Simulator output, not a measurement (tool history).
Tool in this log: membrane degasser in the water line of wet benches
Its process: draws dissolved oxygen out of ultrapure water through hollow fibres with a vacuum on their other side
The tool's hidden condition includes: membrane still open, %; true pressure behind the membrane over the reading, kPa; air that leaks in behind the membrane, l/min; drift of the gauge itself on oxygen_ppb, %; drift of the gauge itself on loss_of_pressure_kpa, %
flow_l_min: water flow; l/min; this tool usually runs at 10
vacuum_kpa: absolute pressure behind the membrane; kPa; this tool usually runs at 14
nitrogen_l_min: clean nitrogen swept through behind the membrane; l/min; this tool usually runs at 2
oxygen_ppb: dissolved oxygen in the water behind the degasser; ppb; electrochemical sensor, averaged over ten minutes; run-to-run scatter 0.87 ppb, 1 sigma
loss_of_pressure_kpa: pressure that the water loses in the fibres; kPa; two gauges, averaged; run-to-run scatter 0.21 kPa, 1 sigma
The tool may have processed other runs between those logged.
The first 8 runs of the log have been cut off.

run,hour,flow_l_min,vacuum_kpa,nitrogen_l_min,hours since the membrane was changed,hours since the vacuum gauge was calibrated,hours since the vacuum lines were made tight,oxygen_ppb,loss_of_pressure_kpa
# hour 1040.2: vacuum gauge calibrated
9,1096.9,10,14,3,5426,57,3214,95.4,48.32
10,1273.1,10,14,2,5602,233,3391,139.5,48.65
11,1426.4,10,14,2,5755,386,3544,140.1,48.52
12,1569.6,10,14,2,5898,529,3687,139.5,48.89
13,1717.8,10,14,2,6047,678,3835,140.5,49.08
# hour 1847.3: vacuum gauge calibrated, once more
14,1891.3,10,14.3,2,6220,44,4008,142.2,48.85
15,2053,10,14,5.52,6381,206,4170,54,48.66
16,2202.5,10,14,5.52,6531,355,4319,54.1,48.88
17,2316.6,10,14,5.52,6645,469,4434,54.3,49.2
18,2465.7,13,11.6,1.88,6794,618,4583,158,63.38
19,2542.5,14,14.3,1.88,6871,695,4659,222.7,68.91
20,2615.6,14,14.3,1.88,6944,768,4732,221.3,68.58
21,2791,8,9,1.88,7119,944,4908,64.3,38.98
22,2955.6,8,9,1.88,7284,1108,5072,63.2,39.28
23,3060.3,10,14,1.8,7389,1213,5177,152.3,48.82
24,3191,6,14,1.89,7519,1344,5308,87.8,29.32
25,3324.9,6,14,1.89,7653,1478,5442,87.3,29.51
26,3442.8,10,14,2.91,7771,1596,5560,97.9,48.98
27,3597.7,10,14,2.91,7926,1750,5715,98.7,49.2
28,3703.6,12,17.9,1.37,8032,1856,5820,318.5,58.91
29,3782.6,13,17.9,3.47,8111,1935,5900,154.5,63.67
30,3888,11,13,1.34,8216,2041,6005,202.7,54.44
31,4064.2,16,26,1.14,8393,2217,6181,738.2,79.01
32,4206.8,8,14,4.95,8535,2360,6324,46.8,39.66

Below are 4 alternative next runs, each starting from the tool's condition after run 32. Predict each:
A,4376.4,7,28.1,2.04,8705,2529,6493,?,?
B,4376.4,7,14,1.56,8705,2529,6493,?,?
C,4376.4,8,14,3.89,8705,2529,6493,?,?
D,4376.4,11,20,5.2,8705,2529,6493,?,?

run,oxygen_ppb,loss_of_pressure_kpa
A,213.9,34.46
B,123.3,34.3
C,58.3,39.34
D,98.2,54.11
Had the tool no hidden state, the same runs would have come out as:
run,oxygen_ppb,loss_of_pressure_kpa
A,205.8,33.44
B,118.5,33.27
C,55.9,38.17
D,94.2,52.51
